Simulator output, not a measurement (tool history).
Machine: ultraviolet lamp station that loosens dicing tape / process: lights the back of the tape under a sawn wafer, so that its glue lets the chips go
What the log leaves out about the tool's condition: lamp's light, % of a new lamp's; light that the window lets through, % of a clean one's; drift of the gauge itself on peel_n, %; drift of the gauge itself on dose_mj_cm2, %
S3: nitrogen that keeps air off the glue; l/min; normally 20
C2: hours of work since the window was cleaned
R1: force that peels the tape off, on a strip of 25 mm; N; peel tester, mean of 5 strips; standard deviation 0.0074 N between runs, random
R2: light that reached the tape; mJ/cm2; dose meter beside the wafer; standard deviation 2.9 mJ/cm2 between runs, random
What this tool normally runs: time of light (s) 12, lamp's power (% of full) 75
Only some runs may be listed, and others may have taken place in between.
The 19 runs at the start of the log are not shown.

Run 20, hour 373.8: usual settings but S3 29 l/min; hours of work of the lamp 906; C2 75. Result: R1 0.644 N, R2 244 mJ/cm2.
Run 21, hour 396.8: usual settings but S3 29 l/min; hours of work of the lamp 920; C2 89. Result: R1 0.694 N, R2 231 mJ/cm2.
Run 22, hour 411.5: usual settings but S3 29 l/min; hours of work of the lamp 929; C2 98. Result: R1 0.706 N, R2 233 mJ/cm2.
Run 23, hour 428.4: usual settings but S3 29 l/min; hours of work of the lamp 939; C2 108. Result: R1 0.740 N, R2 233 mJ/cm2.
Run 24, hour 444.9: usual settings but S3 29 l/min; hours of work of the lamp 949; C2 118. Result: R1 0.767 N, R2 227 mJ/cm2.
Run 25, hour 465.2: usual settings but S3 29 l/min; hours of work of the lamp 962; C2 131. Result: R1 0.790 N, R2 222 mJ/cm2.
Run 26, hour 492.0: usual settings but time of light (s) 23, S3 8 l/min; hours of work of the lamp 978; C2 147. Result: R1 0.467 N, R2 411 mJ/cm2.
Run 27, hour 510.0: usual settings but S3 7 l/min; hours of work of the lamp 989; C2 158. Result: R1 1.927 N, R2 213 mJ/cm2.
Run 28, hour 527.5: usual settings but S3 7 l/min; hours of work of the lamp 1000; C2 169. Result: R1 1.965 N, R2 208 mJ/cm2.
Run 29, hour 547.2: usual settings but time of light (s) 8, lamp's power (% of full) 100, S3 14 l/min; hours of work of the lamp 1012; C2 181. Result: R1 1.721 N, R2 182 mJ/cm2.
Run 30, hour 569.7: usual settings but time of light (s) 8, lamp's power (% of full) 100, S3 14 l/min; hours of work of the lamp 1026; C2 195. Result: R1 1.704 N, R2 184 mJ/cm2.
Run 31, hour 583.8: usual settings but time of light (s) 8, lamp's power (% of full) 100, S3 14 l/min; hours of work of the lamp 1034; C2 203. Result: R1 1.771 N, R2 177 mJ/cm2.
Run 32, hour 600.2: usual settings but time of light (s) 23, lamp's power (% of full) 81, S3 33 l/min; hours of work of the lamp 1044; C2 214. Result: R1 0.232 N, R2 411 mJ/cm2.
At hour 609.6: lamp changed.
At hour 613.9: window cleaned of glue's vapour.
Run 33, hour 620.1: usual settings but lamp's power (% of full) 74, S3 14 l/min; hours of work of the lamp 6; C2 4. Result: R1 0.354 N, R2 394 mJ/cm2.
Run 34, hour 645.7: usual settings but time of light (s) 8, lamp's power (% of full) 69, S3 9 l/min; hours of work of the lamp 22; C2 19. Result: R1 1.342 N, R2 242 mJ/cm2.
Run 35, hour 661.2: usual settings but S3 9 l/min; hours of work of the lamp 31; C2 29. Result: R1 0.541 N, R2 386 mJ/cm2.
Run 36, hour 683.4: usual settings but S3 9 l/min; hours of work of the lamp 45; C2 43. Result: R1 0.543 N, R2 388 mJ/cm2.
Run 37, hour 710.5: usual settings but time of light (s) 13, lamp's power (% of full) 80; hours of work of the lamp 62; C2 59. Result: R1 0.253 N, R2 433 mJ/cm2.
Run 38, hour 733.5: usual settings but time of light (s) 13, lamp's power (% of full) 80; hours of work of the lamp 76; C2 73. Result: R1 0.249 N, R2 424 mJ/cm2.
Run 39, hour 758.8: usual settings but time of light (s) 6, S3 7 l/min; hours of work of the lamp 91; C2 89. Result: R1 2.555 N, R2 182 mJ/cm2.
Run 40, hour 782.2: usual settings but time of light (s) 6, S3 7 l/min; hours of work of the lamp 105; C2 103. Result: R1 2.544 N, R2 178 mJ/cm2.
Run 41, hour 801.2: usual settings but lamp's power (% of full) 72, S3 38 l/min; hours of work of the lamp 117; C2 115. Result: R1 0.275 N, R2 342 mJ/cm2.
Run 42, hour 823.4: usual settings but lamp's power (% of full) 72, S3 38 l/min; hours of work of the lamp 131; C2 128. Result: R1 0.295 N, R2 334 mJ/cm2.

What if the next run were any one of these 5? Each begins from the tool's condition after run 42:
Run A, hour 838.1: usual settings but time of light (s) 20, lamp's power (% of full) 76, S3 18 l/min; hours of work of the lamp 140; C2 137. Result: R1 ?, R2 ?.
Run B, hour 838.1: usual settings but time of light (s) 13, lamp's power (% of full) 91, S3 37 l/min; hours of work of the lamp 140; C2 137. Result: R1 ?, R2 ?.
Run C, hour 838.1: usual settings but time of light (s) 10, lamp's power (% of full) 69, S3 7 l/min; hours of work of the lamp 140; C2 137. Result: R1 ?, R2 ?.
Run D, hour 838.1: usual settings but time of light (s) 8, lamp's power (% of full) 70, S3 17 l/min; hours of work of the lamp 140; C2 137. Result: R1 ?, R2 ?.
Run E, hour 838.1: usual settings but time of light (s) 23, lamp's power (% of full) 69, S3 38 l/min; hours of work of the lamp 140; C2 137. Result: R1 ?, R2 ?.

run     R1   R2
  A  0.181  577
  B  0.201  453
  C  1.409  264
  D  1.192  217
  E  0.162  605
Stripped of hidden state, with their random variation kept, the same runs would have yielded:
run     R1   R2
  A  0.168  685
  B  0.182  538
  C  1.013  313
  D  0.839  257
  E  0.160  719

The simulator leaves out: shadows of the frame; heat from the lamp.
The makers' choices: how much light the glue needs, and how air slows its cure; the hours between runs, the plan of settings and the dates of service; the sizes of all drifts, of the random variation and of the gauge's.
